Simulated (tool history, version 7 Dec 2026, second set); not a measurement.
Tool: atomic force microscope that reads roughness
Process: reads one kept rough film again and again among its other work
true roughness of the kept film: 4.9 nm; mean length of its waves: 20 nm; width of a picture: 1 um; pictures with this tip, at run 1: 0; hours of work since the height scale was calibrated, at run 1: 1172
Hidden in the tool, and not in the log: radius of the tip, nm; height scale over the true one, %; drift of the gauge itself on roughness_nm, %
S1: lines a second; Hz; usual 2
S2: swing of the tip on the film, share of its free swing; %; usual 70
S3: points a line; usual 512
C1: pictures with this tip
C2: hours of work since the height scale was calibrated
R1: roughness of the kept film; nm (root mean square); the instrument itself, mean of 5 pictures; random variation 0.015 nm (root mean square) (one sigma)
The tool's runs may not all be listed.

run	hour	S1	S2	S3	C1	C2	R1
1	0	2	70	512	0	1172	3.631
2	24.2	2	65	512	41	1190	3.559
3	55	2	70	512	92	1212	3.286
4	102.1	2	70	512	170	1247	3.062
5	139.7	2	70	512	233	1275	2.885
6	180.6	2	70	512	301	1305	2.712
7	221.5	2	70	512	369	1335	2.55
# hour 230.4: new tip fitted
8	264.6	2	70	512	57	1366	3.408
9	296.2	2	70	512	110	1390	3.245
10	322.6	2	70	512	154	1409	3.092
11	366.1	2	70	512	226	1441	2.865
12	392.1	2	70	512	270	1461	2.782
13	422.5	2	70	512	320	1483	2.668
14	452.2	2	70	512	370	1505	2.571
# hour 460.1: new tip fitted
15	494.7	2	70	512	58	1536	3.406
16	521.1	2	70	512	102	1555	3.285
17	568.3	2	70	512	180	1590	3.042
18	617.8	2	70	512	263	1627	2.825
19	652.4	2	70	512	321	1652	2.697
# hour 690.4: new tip fitted
20	703.5	2	82	512	22	1690	3.297
21	735.3	2	82	512	75	1713	3.151
22	787.1	2	82	512	161	1751	2.882
23	837.4	2	77	398	245	1788	2.754
24	878	1.49	88	563	313	1818	2.538
# hour 922.9: new tip fitted
25	925.4	1.49	65	563	5	1853	3.758
26	974.8	0.85	70	349	87	1889	3.381
27	1019.8	0.8	70	413	162	1923	3.181
28	1059	2.23	70	508	227	1951	2.846
29	1112.3	0.79	66	413	316	1991	2.802
30	1140.8	1.37	66	413	364	2012	2.65
# hour 1153.7: new tip fitted
31	1173.5	2	70	580	33	2036	3.484
32	1199.2	1.86	81	1001	76	2055	3.192
33	1249.6	1.51	70	288	160	2092	3.044
34	1299.5	1.51	70	288	243	2129	2.849
35	1346.1	1.51	70	288	321	2163	2.659
36	1381.1	0.91	77	512	379	2189	2.618
# hour 1385: new tip fitted
37	1426.5	2.15	62	744	69	2222	3.469
38	1450.3	2.15	62	744	108	2240	3.36
39	1485.5	3.13	88	271	167	2265	2.484
40	1509.1	3.13	88	271	206	2283	2.391
41	1555.8	2.39	88	611	284	2317	2.433
42	1580.6	3.28	86	754	325	2336	2.254

The same runs without the tool's hidden state, with the same run-to-run variation:
run	R1
1	3.628
2	3.712
3	3.628
4	3.639
5	3.645
6	3.623
7	3.611
8	3.64
9	3.636
10	3.627
11	3.604
12	3.643
13	3.623
14	3.629
15	3.631
16	3.648
17	3.615
18	3.637
19	3.628
20	3.383
21	3.411
22	3.389
23	3.49
24	3.409
25	3.759
26	3.725
27	3.769
28	3.584
29	3.795
30	3.712
31	3.643
32	3.488
33	3.625
34	3.645
35	3.628
36	3.734
37	3.737
38	3.753
39	2.94
40	2.937
41	3.183
42	3.05
